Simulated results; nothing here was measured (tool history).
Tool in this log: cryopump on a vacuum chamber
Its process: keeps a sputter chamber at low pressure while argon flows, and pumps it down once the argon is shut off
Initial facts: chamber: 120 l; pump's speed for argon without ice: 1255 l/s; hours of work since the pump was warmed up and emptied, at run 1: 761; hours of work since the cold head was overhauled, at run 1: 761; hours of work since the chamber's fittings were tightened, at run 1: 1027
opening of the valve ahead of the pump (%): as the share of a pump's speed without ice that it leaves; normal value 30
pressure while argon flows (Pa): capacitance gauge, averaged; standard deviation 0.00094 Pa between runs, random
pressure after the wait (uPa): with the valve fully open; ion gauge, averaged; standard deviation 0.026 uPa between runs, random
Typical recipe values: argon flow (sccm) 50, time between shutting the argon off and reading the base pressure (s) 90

run	hour	argon flow (sccm)	time between shutting the argon off and reading the base pressure (s)	opening of the valve ahead of the pump (%)	hours of work since the pump was warmed up and emptied	hours of work since the cold head was overhauled	hours of work since the chamber's fittings were tightened	pressure while argon flows (Pa)	pressure after the wait (uPa)
1	0	50	90	30	761	761	1027	0.2339	2.51
2	61.7	50	90	30	816	816	1082	0.2319	2.65
3	123.8	50	90	30	872	872	1137	0.233	2.65
4	159.1	50	90	30	903	903	1168	0.2335	2.76
5	191.1	50	90	30	932	932	1197	0.2316	2.79
6	252.9	50	90	30	987	987	1252	0.2347	2.82
7	306.1	50	90	34	1034	1034	1299	0.2079	3
8	369	50	90	34	1090	1090	1356	0.2097	3.09
# hour 429.2: pump warmed up, emptied and cooled again
9	443.7	50	90	34	13	1152	1418	0.1983	2.8
10	500.4	50	90	34	63	1203	1468	0.198	2.92
11	540.4	50	90	34	99	1239	1504	0.2013	3.03
12	575.9	50	90	34	131	1270	1536	0.2	2.96
# hour 610: leaking fittings of the chamber tightened, without venting
13	646.4	50	90	34	192	1331	32	0.1999	1.11
14	718.5	50	90	30	256	1395	97	0.229	1.2
15	759.4	50	90	30	293	1432	133	0.2265	1.24
16	826.3	50	90	30	352	1492	193	0.2289	1.29
17	899	50	90	30	417	1556	258	0.2281	1.41
18	945.4	51	224	17	458	1598	299	0.4086	0.96
19	1002.7	51	224	17	509	1649	350	0.4107	1
20	1048	37	90	20	550	1689	390	0.2531	1.58
21	1104.8	32	90	34	600	1740	441	0.1299	1.58
22	1153.6	32	71	50	644	1783	485	0.0909	1.9
23	1190.7	50	42	30	677	1816	518	0.2319	2.67
24	1252.9	35	42	36	733	1872	573	0.1365	2.8
25	1302.6	35	42	36	777	1916	617	0.1364	2.72
26	1342.6	58	102	57	812	1952	653	0.1478	1.83
27	1403.5	21	90	54	867	2006	707	0.0559	2.07
28	1467.1	21	90	54	923	2063	764	0.0566	2.11
29	1506.3	27	90	30	958	2098	799	0.1282	2.16
30	1540.5	37	41	17	989	2128	830	0.3012	3.24
31	1583.3	37	21	17	1027	2166	868	0.3019	4.99
32	1632.3	37	21	17	1071	2210	911	0.2996	4.93
33	1678.3	51	90	37	1112	2251	952	0.1982	2.27

4 options for the next run, each taken on its own from the tool as it stands now. Forecast them:
# hour 1717.7: pump warmed up, emptied and cooled again
A	1727.9	44	76	28	9	2291	992	?	?
# hour 1717.7: pump warmed up, emptied and cooled again
B	1727.9	80	265	17	9	2291	992	?	?
# hour 1717.7: pump warmed up, emptied and cooled again
C	1727.9	51	56	52	9	2291	992	?	?
# hour 1717.7: pump warmed up, emptied and cooled again
D	1727.9	20	31	44	9	2291	992	?	?

run	pressure while argon flows (Pa)	pressure after the wait (uPa)
A	0.2134	2.32
B	0.637	1.63
C	0.1345	2.75
D	0.0614	3.84
Without the tool's unlogged condition, the same runs would have read:
run	pressure while argon flows (Pa)	pressure after the wait (uPa)
A	0.2121	1.2
B	0.6347	0.5
C	0.133	1.6
D	0.0608	2.68

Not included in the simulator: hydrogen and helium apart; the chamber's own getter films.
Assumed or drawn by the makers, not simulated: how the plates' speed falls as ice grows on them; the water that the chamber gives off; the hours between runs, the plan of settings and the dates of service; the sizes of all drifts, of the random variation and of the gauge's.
